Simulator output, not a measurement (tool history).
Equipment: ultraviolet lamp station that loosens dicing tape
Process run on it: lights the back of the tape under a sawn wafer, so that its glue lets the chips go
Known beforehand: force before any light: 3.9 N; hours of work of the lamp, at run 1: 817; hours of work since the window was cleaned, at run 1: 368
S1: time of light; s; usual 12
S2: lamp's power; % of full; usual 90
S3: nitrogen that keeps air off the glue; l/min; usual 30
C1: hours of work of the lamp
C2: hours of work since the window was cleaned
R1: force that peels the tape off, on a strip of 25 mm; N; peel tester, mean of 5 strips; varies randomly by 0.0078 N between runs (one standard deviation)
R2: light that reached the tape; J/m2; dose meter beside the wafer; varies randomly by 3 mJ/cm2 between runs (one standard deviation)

Run 1, day 0: usual settings; C1 817; C2 368. Result: R1 0.753 N, R2 2130 J/m2.
At day 0.404: lamp changed.
Run 2, day 1.433: usual settings; C1 18; C2 392. Result: R1 0.358 N, R2 3940 J/m2.
Run 3, day 2.179: usual settings but S2 65 % of full; C1 31; C2 405. Result: R1 0.517 N, R2 2760 J/m2.
At day 2.275: window cleaned of glue's vapour.
Run 4, day 3.204: usual settings; C1 48; C2 16. Result: R1 0.317 N, R2 4290 J/m2.
Run 5, day 3.988: usual settings; C1 61; C2 29. Result: R1 0.335 N, R2 4200 J/m2.
Run 6, day 5.321: usual settings; C1 84; C2 52. Result: R1 0.337 N, R2 4120 J/m2.
Run 7, day 6.208: usual settings; C1 99; C2 68. Result: R1 0.328 N, R2 4100 J/m2.
Run 8, day 7.258: usual settings; C1 117; C2 86. Result: R1 0.31 N, R2 4090 J/m2.
Run 9, day 8.304: usual settings; C1 135; C2 104. Result: R1 0.327 N, R2 3940 J/m2.
Run 10, day 9.517: usual settings but S1 6 s, S2 78 % of full, S3 9 l/min; C1 156; C2 124. Result: R1 1.561 N, R2 1660 J/m2.
Run 11, day 10.596: usual settings but S1 7 s, S2 99 % of full, S3 59 l/min; C1 175; C2 143. Result: R1 0.464 N, R2 2490 J/m2.
Run 12, day 11.938: usual settings but S1 7 s, S2 84 % of full, S3 59 l/min; C1 198; C2 166. Result: R1 0.579 N, R2 2060 J/m2.
Run 13, day 13: usual settings but S1 7 s, S2 84 % of full, S3 59 l/min; C1 216; C2 184. Result: R1 0.625 N, R2 1980 J/m2.
Run 14, day 14.225: usual settings but S1 7 s, S2 86 % of full, S3 18 l/min; C1 237; C2 205. Result: R1 1.019 N, R2 2020 J/m2.
Run 15, day 15.3: usual settings but S1 18 s, S2 86 % of full, S3 18 l/min; C1 256; C2 224. Result: R1 0.316 N, R2 5150 J/m2.
Run 16, day 15.917: usual settings but S2 93 % of full; C1 266; C2 234. Result: R1 0.365 N, R2 3650 J/m2.

What if the next run were any one of these 4? Each begins from the tool's condition after run 16:
Run A, day 16.708: usual settings but S1 11 s, S2 67 % of full; C1 280; C2 248. Result: R1 ?, R2 ?.
Run B, day 16.708: usual settings but S1 24 s, S2 70 % of full, S3 10 l/min; C1 280; C2 248. Result: R1 ?, R2 ?.
Run C, day 16.708: usual settings but S2 97 % of full; C1 280; C2 248. Result: R1 ?, R2 ?.
Run D, day 16.708: usual settings but S1 6 s, S2 93 % of full, S3 44 l/min; C1 280; C2 248. Result: R1 ?, R2 ?.

run     R1    R2
  A  0.634  2330
  B  0.369  5510
  C  0.362  3750
  D  0.806  1790
Without the tool's unlogged condition, the same runs would have read:
run     R1    R2
  A  0.455  3000
  B  0.292  7030
  C  0.292  4800
  D  0.579  2290

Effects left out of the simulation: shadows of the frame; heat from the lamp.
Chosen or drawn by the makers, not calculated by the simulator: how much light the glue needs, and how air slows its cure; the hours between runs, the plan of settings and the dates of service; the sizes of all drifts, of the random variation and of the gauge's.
